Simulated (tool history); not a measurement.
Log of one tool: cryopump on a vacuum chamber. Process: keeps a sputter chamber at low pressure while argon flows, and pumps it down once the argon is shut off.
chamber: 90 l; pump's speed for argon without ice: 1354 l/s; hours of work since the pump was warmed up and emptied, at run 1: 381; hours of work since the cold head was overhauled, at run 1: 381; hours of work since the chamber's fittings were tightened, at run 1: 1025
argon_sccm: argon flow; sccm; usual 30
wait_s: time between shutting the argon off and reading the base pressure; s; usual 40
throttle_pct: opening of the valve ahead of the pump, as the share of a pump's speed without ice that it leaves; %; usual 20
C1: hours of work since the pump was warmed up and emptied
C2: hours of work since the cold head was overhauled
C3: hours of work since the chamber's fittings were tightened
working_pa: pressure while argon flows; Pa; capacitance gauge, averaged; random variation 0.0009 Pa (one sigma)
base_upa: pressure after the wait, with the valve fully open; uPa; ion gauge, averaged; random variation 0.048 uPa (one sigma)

Run 1, hour 0: usual settings; C1 381; C2 381; C3 1025. Result: working_pa 0.1941 Pa, base_upa 3.49 uPa.
Run 2, hour 12.3: usual settings; C1 387; C2 387; C3 1031. Result: working_pa 0.1945 Pa, base_upa 3.33 uPa.
Run 3, hour 24.8: usual settings; C1 393; C2 393; C3 1037. Result: working_pa 0.1962 Pa, base_upa 3.45 uPa.
Run 4, hour 38.8: usual settings; C1 400; C2 400; C3 1044. Result: working_pa 0.194 Pa, base_upa 3.44 uPa.
Run 5, hour 58.8: usual settings; C1 410; C2 410; C3 1054. Result: working_pa 0.1957 Pa, base_upa 3.5 uPa.
Run 6, hour 74.3: usual settings; C1 418; C2 418; C3 1062. Result: working_pa 0.1939 Pa, base_upa 3.5 uPa.
Run 7, hour 92: usual settings but throttle_pct 42 %; C1 427; C2 427; C3 1071. Result: working_pa 0.0971 Pa, base_upa 3.47 uPa.
Run 8, hour 109.6: usual settings but throttle_pct 42 %; C1 436; C2 436; C3 1080. Result: working_pa 0.0965 Pa, base_upa 3.56 uPa.
Run 9, hour 129.1: usual settings but throttle_pct 36 %; C1 445; C2 445; C3 1089. Result: working_pa 0.1125 Pa, base_upa 3.54 uPa.
Run 10, hour 151.2: usual settings but wait_s 200 s; C1 456; C2 456; C3 1100. Result: working_pa 0.1965 Pa, base_upa 1.34 uPa.
Run 11, hour 162.7: usual settings but wait_s 200 s; C1 462; C2 462; C3 1106. Result: working_pa 0.1964 Pa, base_upa 1.37 uPa.
Run 12, hour 177.7: usual settings but argon_sccm 52 sccm; C1 470; C2 470; C3 1113. Result: working_pa 0.3402 Pa, base_upa 3.55 uPa.
Run 13, hour 197.4: usual settings; C1 479; C2 479; C3 1123. Result: working_pa 0.1966 Pa, base_upa 3.52 uPa.
Run 14, hour 219.5: usual settings; C1 490; C2 490; C3 1134. Result: working_pa 0.1967 Pa, base_upa 3.56 uPa.
Run 15, hour 231.5: usual settings but throttle_pct 55 %; C1 496; C2 496; C3 1140. Result: working_pa 0.0783 Pa, base_upa 3.54 uPa.
Run 16, hour 244.4: usual settings but argon_sccm 16 sccm; C1 503; C2 503; C3 1147. Result: working_pa 0.1059 Pa, base_upa 3.65 uPa.
Run 17, hour 262.3: usual settings but argon_sccm 16 sccm; C1 512; C2 512; C3 1156. Result: working_pa 0.1053 Pa, base_upa 3.63 uPa.
Run 18, hour 275.2: usual settings but argon_sccm 19 sccm, wait_s 30 s, throttle_pct 34 %; C1 518; C2 518; C3 1162. Result: working_pa 0.0764 Pa, base_upa 4.42 uPa.
Run 19, hour 286.6: usual settings but argon_sccm 32 sccm, wait_s 88 s, throttle_pct 25 %; C1 524; C2 524; C3 1168. Result: working_pa 0.1717 Pa, base_upa 1.99 uPa.
Run 20, hour 304.3: usual settings but argon_sccm 18 sccm, wait_s 27 s, throttle_pct 33 %; C1 533; C2 533; C3 1177. Result: working_pa 0.0754 Pa, base_upa 4.89 uPa.
Run 21, hour 321.8: usual settings but argon_sccm 43 sccm, wait_s 158 s, throttle_pct 21 %; C1 541; C2 541; C3 1185. Result: working_pa 0.2705 Pa, base_upa 1.58 uPa.
Run 22, hour 342.3: usual settings but argon_sccm 26 sccm, wait_s 292 s, throttle_pct 18 %; C1 552; C2 552; C3 1196. Result: working_pa 0.1894 Pa, base_upa 1.25 uPa.
Run 23, hour 356.5: usual settings but argon_sccm 26 sccm, wait_s 22 s, throttle_pct 32 %; C1 559; C2 559; C3 1203. Result: working_pa 0.1114 Pa, base_upa 5.81 uPa.
Run 24, hour 367.4: usual settings but argon_sccm 60 sccm, wait_s 99 s, throttle_pct 26 %; C1 564; C2 564; C3 1208. Result: working_pa 0.3128 Pa, base_upa 1.96 uPa.
Run 25, hour 386.1: usual settings but argon_sccm 60 sccm, wait_s 99 s, throttle_pct 26 %; C1 574; C2 574; C3 1217. Result: working_pa 0.3114 Pa, base_upa 1.92 uPa.
Run 26, hour 401.4: usual settings but argon_sccm 57 sccm, wait_s 255 s, throttle_pct 21 %; C1 581; C2 581; C3 1225. Result: working_pa 0.3616 Pa, base_upa 1.31 uPa.

Forecast run 27:
Run 27, hour 414.1: usual settings but argon_sccm 42 sccm, wait_s 176 s, throttle_pct 32 %; C1 588; C2 588; C3 1231. Result: working_pa ?, base_upa ?.

Run 27 gave working_pa 0.181 Pa, base_upa 1.54 uPa.
Without the tool's hidden state the same run would have given working_pa 0.1639 Pa, base_upa 0.87 uPa.
